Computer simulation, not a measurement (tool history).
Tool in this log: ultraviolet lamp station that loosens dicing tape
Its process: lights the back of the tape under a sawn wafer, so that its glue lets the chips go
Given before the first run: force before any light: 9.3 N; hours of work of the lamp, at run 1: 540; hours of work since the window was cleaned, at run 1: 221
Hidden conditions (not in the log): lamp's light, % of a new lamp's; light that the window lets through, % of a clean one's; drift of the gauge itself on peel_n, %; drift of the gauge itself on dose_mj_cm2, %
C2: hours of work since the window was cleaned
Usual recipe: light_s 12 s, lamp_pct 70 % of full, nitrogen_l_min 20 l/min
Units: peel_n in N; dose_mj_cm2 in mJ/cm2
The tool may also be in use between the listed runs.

Run 1, hour 0.0: usual settings; hours of work of the lamp 540; C2 221. Result: peel_n 0.437 N, dose_mj_cm2 251 mJ/cm2.
Run 2, hour 68.6: usual settings; hours of work of the lamp 582; C2 264. Result: peel_n 0.446 N, dose_mj_cm2 251 mJ/cm2.
Run 3, hour 131.1: usual settings; hours of work of the lamp 621; C2 302. Result: peel_n 0.457 N, dose_mj_cm2 248 mJ/cm2.
Run 4, hour 170.2: usual settings; hours of work of the lamp 645; C2 327. Result: peel_n 0.451 N, dose_mj_cm2 252 mJ/cm2.
Run 5, hour 227.6: usual settings; hours of work of the lamp 681; C2 362. Result: peel_n 0.431 N, dose_mj_cm2 253 mJ/cm2.
Run 6, hour 312.7: usual settings; hours of work of the lamp 733; C2 415. Result: peel_n 0.457 N, dose_mj_cm2 254 mJ/cm2.
Run 7, hour 365.6: usual settings but nitrogen_l_min 10 l/min; hours of work of the lamp 766; C2 447. Result: peel_n 0.869 N, dose_mj_cm2 251 mJ/cm2.
At hour 388.4: window cleaned of glue's vapour.
Run 8, hour 420.0: usual settings but nitrogen_l_min 10 l/min; hours of work of the lamp 799; C2 20. Result: peel_n 0.850 N, dose_mj_cm2 251 mJ/cm2.
Run 9, hour 504.8: usual settings but nitrogen_l_min 10 l/min; hours of work of the lamp 852; C2 72. Result: peel_n 0.826 N, dose_mj_cm2 253 mJ/cm2.
Run 10, hour 593.0: usual settings but nitrogen_l_min 10 l/min; hours of work of the lamp 906; C2 126. Result: peel_n 0.848 N, dose_mj_cm2 250 mJ/cm2.
Run 11, hour 635.9: usual settings but nitrogen_l_min 10 l/min; hours of work of the lamp 933; C2 153. Result: peel_n 0.857 N, dose_mj_cm2 247 mJ/cm2.
Run 12, hour 685.5: usual settings but nitrogen_l_min 10 l/min; hours of work of the lamp 963; C2 184. Result: peel_n 0.858 N, dose_mj_cm2 248 mJ/cm2.
Run 13, hour 755.8: usual settings but lamp_pct 69 % of full, nitrogen_l_min 10 l/min; hours of work of the lamp 1007; C2 227. Result: peel_n 0.857 N, dose_mj_cm2 250 mJ/cm2.
Run 14, hour 799.9: usual settings; hours of work of the lamp 1034; C2 254. Result: peel_n 0.422 N, dose_mj_cm2 252 mJ/cm2.
Run 15, hour 854.4: usual settings; hours of work of the lamp 1068; C2 288. Result: peel_n 0.460 N, dose_mj_cm2 255 mJ/cm2.
At hour 875.3: lamp changed.
Run 16, hour 920.1: usual settings; hours of work of the lamp 28; C2 328. Result: peel_n 0.432 N, dose_mj_cm2 254 mJ/cm2.
Run 17, hour 975.3: usual settings; hours of work of the lamp 62; C2 362. Result: peel_n 0.445 N, dose_mj_cm2 253 mJ/cm2.
Run 18, hour 1054.2: usual settings but lamp_pct 66 % of full; hours of work of the lamp 111; C2 411. Result: peel_n 0.506 N, dose_mj_cm2 238 mJ/cm2.
Run 19, hour 1111.9: usual settings but lamp_pct 66 % of full; hours of work of the lamp 146; C2 446. Result: peel_n 0.486 N, dose_mj_cm2 241 mJ/cm2.
At hour 1136.0: window cleaned of glue's vapour.
Run 20, hour 1162.0: usual settings but nitrogen_l_min 22 l/min; hours of work of the lamp 177; C2 16. Result: peel_n 0.396 N, dose_mj_cm2 252 mJ/cm2.
Run 21, hour 1202.1: usual settings but nitrogen_l_min 22 l/min; hours of work of the lamp 202; C2 41. Result: peel_n 0.401 N, dose_mj_cm2 251 mJ/cm2.
Run 22, hour 1254.5: usual settings; hours of work of the lamp 234; C2 73. Result: peel_n 0.440 N, dose_mj_cm2 252 mJ/cm2.
Run 23, hour 1333.9: usual settings but light_s 15 s, nitrogen_l_min 38 l/min; hours of work of the lamp 283; C2 122. Result: peel_n 0.210 N, dose_mj_cm2 315 mJ/cm2.
Run 24, hour 1422.7: usual settings but light_s 9 s, nitrogen_l_min 12 l/min; hours of work of the lamp 338; C2 177. Result: peel_n 1.270 N, dose_mj_cm2 190 mJ/cm2.
Run 25, hour 1506.1: usual settings but light_s 16 s; hours of work of the lamp 389; C2 229. Result: peel_n 0.251 N, dose_mj_cm2 332 mJ/cm2.
Run 26, hour 1561.8: usual settings but light_s 14 s, lamp_pct 95 % of full, nitrogen_l_min 14 l/min; hours of work of the lamp 424; C2 263. Result: peel_n 0.246 N, dose_mj_cm2 397 mJ/cm2.
Run 27, hour 1638.5: usual settings but light_s 22 s, lamp_pct 83 % of full, nitrogen_l_min 12 l/min; hours of work of the lamp 471; C2 310. Result: peel_n 0.184 N, dose_mj_cm2 548 mJ/cm2.
Run 28, hour 1681.4: usual settings but light_s 11 s, lamp_pct 93 % of full, nitrogen_l_min 11 l/min; hours of work of the lamp 498; C2 337. Result: peel_n 0.496 N, dose_mj_cm2 302 mJ/cm2.
Run 29, hour 1746.7: usual settings but light_s 11 s, lamp_pct 93 % of full, nitrogen_l_min 11 l/min; hours of work of the lamp 538; C2 377. Result: peel_n 0.493 N, dose_mj_cm2 305 mJ/cm2.
Run 30, hour 1803.1: usual settings but light_s 22 s, lamp_pct 98 % of full, nitrogen_l_min 11 l/min; hours of work of the lamp 573; C2 412. Result: peel_n 0.170 N, dose_mj_cm2 644 mJ/cm2.
Run 31, hour 1878.9: usual settings but light_s 8 s, nitrogen_l_min 29 l/min; hours of work of the lamp 620; C2 459. Result: peel_n 0.795 N, dose_mj_cm2 169 mJ/cm2.
At hour 1885.1: window cleaned of glue's vapour.
Run 32, hour 1952.4: usual settings but lamp_pct 68 % of full, nitrogen_l_min 18 l/min; hours of work of the lamp 665; C2 42. Result: peel_n 0.525 N, dose_mj_cm2 244 mJ/cm2.
Run 33, hour 2024.2: usual settings but light_s 14 s, lamp_pct 80 % of full, nitrogen_l_min 18 l/min; hours of work of the lamp 709; C2 86. Result: peel_n 0.261 N, dose_mj_cm2 332 mJ/cm2.
Run 34, hour 2074.8: usual settings but light_s 10 s, lamp_pct 66 % of full, nitrogen_l_min 18 l/min; hours of work of the lamp 740; C2 117. Result: peel_n 0.826 N, dose_mj_cm2 198 mJ/cm2.
Run 35, hour 2139.2: usual settings but light_s 19 s, lamp_pct 72 % of full, nitrogen_l_min 32 l/min; hours of work of the lamp 780; C2 157. Result: peel_n 0.180 N, dose_mj_cm2 409 mJ/cm2.
Run 36, hour 2214.3: usual settings but light_s 20 s, lamp_pct 72 % of full, nitrogen_l_min 9 l/min; hours of work of the lamp 827; C2 203. Result: peel_n 0.303 N, dose_mj_cm2 432 mJ/cm2.
Run 37, hour 2301.5: usual settings but light_s 20 s, lamp_pct 64 % of full, nitrogen_l_min 9 l/min; hours of work of the lamp 880; C2 257. Result: peel_n 0.385 N, dose_mj_cm2 379 mJ/cm2.
Run 38, hour 2391.6: usual settings but lamp_pct 86 % of full; hours of work of the lamp 936; C2 313. Result: peel_n 0.290 N, dose_mj_cm2 308 mJ/cm2.
Run 39, hour 2435.8: usual settings but light_s 20 s, lamp_pct 67 % of full, nitrogen_l_min 6 l/min; hours of work of the lamp 963; C2 340. Result: peel_n 0.486 N, dose_mj_cm2 404 mJ/cm2.
Run 40, hour 2518.9: usual settings but nitrogen_l_min 34 l/min; hours of work of the lamp 1015; C2 391. Result: peel_n 0.277 N, dose_mj_cm2 251 mJ/cm2.
Run 41, hour 2571.3: usual settings but nitrogen_l_min 34 l/min; hours of work of the lamp 1047; C2 424. Result: peel_n 0.291 N, dose_mj_cm2 248 mJ/cm2.
At hour 2624.5: lamp changed.
At hour 2632.9: window cleaned of glue's vapour.
Run 42, hour 2649.6: usual settings but lamp_pct 91 % of full, nitrogen_l_min 32 l/min; hours of work of the lamp 15; C2 10. Result: peel_n 0.203 N, dose_mj_cm2 328 mJ/cm2.
Run 43, hour 2715.0: usual settings but lamp_pct 83 % of full, nitrogen_l_min 15 l/min; hours of work of the lamp 56; C2 51. Result: peel_n 0.398 N, dose_mj_cm2 297 mJ/cm2.

Entry by entry between the runs, the difference in hidden state between the last listed run before and the first listed run after:
Run 7 -> run 8: window cleaned of glue's vapour (hour 388.4)
  light that the window lets through, % of a clean one's: 99.9 -> 100
Run 15 -> run 16: lamp changed (hour 875.3)
  lamp's light, % of a new lamp's: 99.9 -> 100
Run 19 -> run 20: window cleaned of glue's vapour (hour 1136.0)
  light that the window lets through, % of a clean one's: 99.9 -> 100
Run 31 -> run 32: window cleaned of glue's vapour (hour 1885.1)
  light that the window lets through, % of a clean one's: 99.9 -> 100
Run 41 -> run 42: lamp changed (hour 2624.5); window cleaned of glue's vapour (hour 2632.9)
  lamp's light, % of a new lamp's: 99.9 -> 100; light that the window lets through, % of a clean one's: 99.9 -> 100
